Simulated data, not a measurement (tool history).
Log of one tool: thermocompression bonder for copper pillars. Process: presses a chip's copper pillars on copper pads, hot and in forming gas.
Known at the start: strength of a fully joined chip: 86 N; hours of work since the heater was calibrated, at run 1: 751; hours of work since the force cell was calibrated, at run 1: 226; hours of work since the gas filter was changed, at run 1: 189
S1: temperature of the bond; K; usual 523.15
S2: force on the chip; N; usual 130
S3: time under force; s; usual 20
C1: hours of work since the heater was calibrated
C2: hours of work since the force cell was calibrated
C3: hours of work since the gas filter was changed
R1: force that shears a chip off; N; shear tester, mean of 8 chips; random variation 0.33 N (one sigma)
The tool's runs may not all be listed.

run   hour      S1   S2  S3   C1   C2   C3    R1
  1    0.0  523.15  130  20  751  226  189  60.8
  2   32.4  523.15  130  20  766  241  204  60.5
  3   56.4  523.15  130  20  777  252  215  60.6
  4   92.7  514.15  130  20  794  269  232  56.3
  5  120.5  514.15  130  20  807  282  245  56.0
  6  155.4  522.15  130  20  823  298  261  60.4
  7  178.8  522.15  130  20  834  309  272  60.5
  8  206.1  522.15  130  20  847  321  284  60.3
  9  225.9  522.15  130  20  856  330  293  60.1
 10  252.7  523.15  130  23  868  343  306  63.0
 11  272.7  523.15  130  16  877  352  315  57.9
 12  296.2  509.15  130  17  888  363  326  51.7
 13  332.3  509.15  130  17  905  380  343  51.2
 14  369.8  509.15  115  17  922  397  360  46.1
 15  394.9  534.15   97  58  934  409  372  68.1
 16  413.6  527.15  162  58  943  417  380  79.1

Forecast each of these 5 alternatives for the next run:
  A  442.3  548.15  110  22  956  431  394   ?
  B  442.3  500.15   87  25  956  431  394   ?
  C  442.3  517.15  122  57  956  431  394   ?
  D  442.3  523.15   96  35  956  431  394   ?
  E  442.3  525.15  162  58  956  431  394   ?

run    R1
  A  66.2
  B  35.6
  C  69.2
  D  56.2
  E  78.8
Without the tool's hidden state the same runs would have given:
run    R1
  A  66.1
  B  34.2
  C  69.3
  D  55.2
  E  80.8
